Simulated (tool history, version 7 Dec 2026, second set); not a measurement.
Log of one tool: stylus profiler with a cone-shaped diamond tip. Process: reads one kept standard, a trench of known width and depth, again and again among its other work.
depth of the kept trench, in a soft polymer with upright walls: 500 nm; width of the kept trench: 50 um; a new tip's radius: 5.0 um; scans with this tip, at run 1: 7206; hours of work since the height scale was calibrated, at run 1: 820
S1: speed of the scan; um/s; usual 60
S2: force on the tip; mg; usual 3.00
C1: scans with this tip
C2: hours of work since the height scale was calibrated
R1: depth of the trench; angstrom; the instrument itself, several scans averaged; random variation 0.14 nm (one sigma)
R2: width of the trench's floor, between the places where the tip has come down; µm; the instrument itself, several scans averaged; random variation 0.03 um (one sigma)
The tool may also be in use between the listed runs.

run 1 day=0.000 | S1=60 S2=3.00 | C1=7206 C2=820 | R1=5100.7 R2=44.86
run 2 day=1.762 | S1=18 S2=3.00 | C1=7363 C2=838 | R1=5097.9 R2=44.99
run 3 day=2.975 | S1=60 S2=3.00 | C1=7471 C2=851 | R1=5101.7 R2=44.83
run 4 day=4.338 | S1=60 S2=1.76 | C1=7592 C2=864 | R1=5074.3 R2=44.77
run 5 day=5.317 | S1=60 S2=1.76 | C1=7679 C2=874 | R1=5072.0 R2=44.77
-- day=5.450 height scale calibrated on a step standard
run 6 day=7.012 | S1=60 S2=1.76 | C1=7828 C2=16 | R1=5081.8 R2=44.73
run 7 day=8.133 | S1=60 S2=1.76 | C1=7928 C2=27 | R1=5084.3 R2=44.78
run 8 day=9.608 | S1=62 S2=3.78 | C1=8059 C2=42 | R1=5122.4 R2=44.76
run 9 day=11.388 | S1=62 S2=3.78 | C1=8217 C2=60 | R1=5124.3 R2=44.83
-- day=12.017 height scale calibrated on a step standard, once more
run 10 day=12.725 | S1=72 S2=3.78 | C1=8334 C2=7 | R1=5094.2 R2=44.75
run 11 day=15.071 | S1=29 S2=4.48 | C1=8543 C2=31 | R1=5108.4 R2=44.80
run 12 day=16.758 | S1=29 S2=4.48 | C1=8693 C2=48 | R1=5107.9 R2=44.85

5 ways to go on from here, each from the tool as it stands after run 12. What would each give?
run A day=18.346 | S1=37 S2=7.25 | C1=8835 C2=64 | R1=? R2=?
run B day=18.346 | S1=29 S2=6.71 | C1=8835 C2=64 | R1=? R2=?
run C day=18.346 | S1=18 S2=8.97 | C1=8835 C2=64 | R1=? R2=?
run D day=18.346 | S1=29 S2=1.06 | C1=8835 C2=64 | R1=? R2=?
run E day=18.346 | S1=36 S2=3.04 | C1=8835 C2=64 | R1=? R2=?

run=A R1=5148.8 R2=44.80
run=B R1=5139.9 R2=44.82
run=C R1=5168.6 R2=44.81
run=D R1=5041.1 R2=44.80
run=E R1=5084.3 R2=44.77
Without the tool's hidden state the same runs would have given:
run=A R1=5148.3 R2=45.56
run=B R1=5139.4 R2=45.58
run=C R1=5168.1 R2=45.57
run=D R1=5040.6 R2=45.56
run=E R1=5083.8 R2=45.53

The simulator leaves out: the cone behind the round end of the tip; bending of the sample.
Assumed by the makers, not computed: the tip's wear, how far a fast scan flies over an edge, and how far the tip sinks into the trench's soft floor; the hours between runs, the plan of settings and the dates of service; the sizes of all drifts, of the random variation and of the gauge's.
